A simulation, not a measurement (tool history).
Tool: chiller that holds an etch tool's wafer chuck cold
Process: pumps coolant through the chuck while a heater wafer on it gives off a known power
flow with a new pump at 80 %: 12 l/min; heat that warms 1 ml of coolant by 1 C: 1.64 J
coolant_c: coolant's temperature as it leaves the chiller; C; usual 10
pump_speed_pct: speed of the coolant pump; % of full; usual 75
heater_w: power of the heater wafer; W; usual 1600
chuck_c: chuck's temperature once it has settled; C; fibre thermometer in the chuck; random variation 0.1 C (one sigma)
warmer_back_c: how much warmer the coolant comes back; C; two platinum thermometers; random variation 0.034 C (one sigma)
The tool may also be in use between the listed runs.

Run 1, hour 0.0: usual settings. Result: chuck_c 23.2 C, warmer_back_c 5.43 C.
Run 2, hour 33.9: usual settings but pump_speed_pct 82 % of full. Result: chuck_c 22.4 C, warmer_back_c 5.05 C.
Run 3, hour 67.9: usual settings. Result: chuck_c 23.1 C, warmer_back_c 5.53 C.
Run 4, hour 100.3: usual settings. Result: chuck_c 23.3 C, warmer_back_c 5.53 C.
Run 5, hour 132.9: usual settings. Result: chuck_c 23.4 C, warmer_back_c 5.56 C.
Run 6, hour 187.5: usual settings. Result: chuck_c 23.3 C, warmer_back_c 5.51 C.
Run 7, hour 229.7: usual settings but heater_w 1423 W. Result: chuck_c 21.8 C, warmer_back_c 4.91 C.
Run 8, hour 279.1: usual settings but pump_speed_pct 93 % of full, heater_w 1423 W. Result: chuck_c 20.1 C, warmer_back_c 4.03 C.
Run 9, hour 319.9: usual settings but pump_speed_pct 93 % of full, heater_w 1423 W. Result: chuck_c 20.1 C, warmer_back_c 3.93 C.
Run 10, hour 361.3: usual settings but pump_speed_pct 93 % of full, heater_w 1423 W. Result: chuck_c 20.1 C, warmer_back_c 4.03 C.
At hour 390.3: chiller's thermometer calibrated.
Run 11, hour 406.6: usual settings but pump_speed_pct 94 % of full. Result: chuck_c 21.2 C, warmer_back_c 4.44 C.
Run 12, hour 463.8: usual settings but pump_speed_pct 94 % of full. Result: chuck_c 21.2 C, warmer_back_c 4.46 C.
Run 13, hour 502.6: usual settings but coolant_c 15 C, heater_w 979 W. Result: chuck_c 23.1 C, warmer_back_c 3.46 C.
Run 14, hour 539.3: usual settings but coolant_c 16 C, pump_speed_pct 67 % of full, heater_w 1138 W. Result: chuck_c 26.3 C, warmer_back_c 4.43 C.
Run 15, hour 597.6: usual settings but pump_speed_pct 90 % of full, heater_w 1029 W. Result: chuck_c 17.5 C, warmer_back_c 2.98 C.
At hour 638.2: chiller's thermometer calibrated, once more.
Run 16, hour 638.3: usual settings but coolant_c 11 C, pump_speed_pct 100 % of full. Result: chuck_c 22.2 C, warmer_back_c 4.22 C.
Run 17, hour 694.9: usual settings but coolant_c 2 C, pump_speed_pct 100 % of full, heater_w 1825 W. Result: chuck_c 14.4 C, warmer_back_c 4.84 C.
Run 18, hour 744.2: usual settings but coolant_c 0 C, heater_w 1408 W. Result: chuck_c 12.2 C, warmer_back_c 4.92 C.
Run 19, hour 789.8: usual settings but coolant_c 0 C, heater_w 1408 W. Result: chuck_c 12.2 C, warmer_back_c 4.91 C.
Run 20, hour 815.4: usual settings but coolant_c 0 C, heater_w 953 W. Result: chuck_c 8.1 C, warmer_back_c 3.28 C.
Run 21, hour 858.4: usual settings but coolant_c 0 C, heater_w 953 W. Result: chuck_c 8.3 C, warmer_back_c 3.31 C.
Run 22, hour 911.4: usual settings but coolant_c 3 C, pump_speed_pct 96 % of full, heater_w 953 W. Result: chuck_c 9.8 C, warmer_back_c 2.59 C.
Run 23, hour 970.7: usual settings but coolant_c 13 C. Result: chuck_c 27.0 C, warmer_back_c 5.52 C.

3 ways to go on from here, each from the tool as it stands after run 23. What would each give?
Run A, hour 1032.0: usual settings but coolant_c 7 C, heater_w 1587 W. Result: chuck_c ?, warmer_back_c ?.
Run B, hour 1032.0: usual settings but coolant_c 4 C, pump_speed_pct 93 % of full, heater_w 1950 W. Result: chuck_c ?, warmer_back_c ?.
Run C, hour 1032.0: usual settings but coolant_c 12 C. Result: chuck_c ?, warmer_back_c ?.

run  chuck_c  warmer_back_c
  A     20.7           5.58
  B     18.5           5.56
  C     25.7           5.61
Without the tool's hidden state the same runs would have given:
run  chuck_c  warmer_back_c
  A     19.3           5.19
  B     17.1           5.17
  C     24.4           5.22
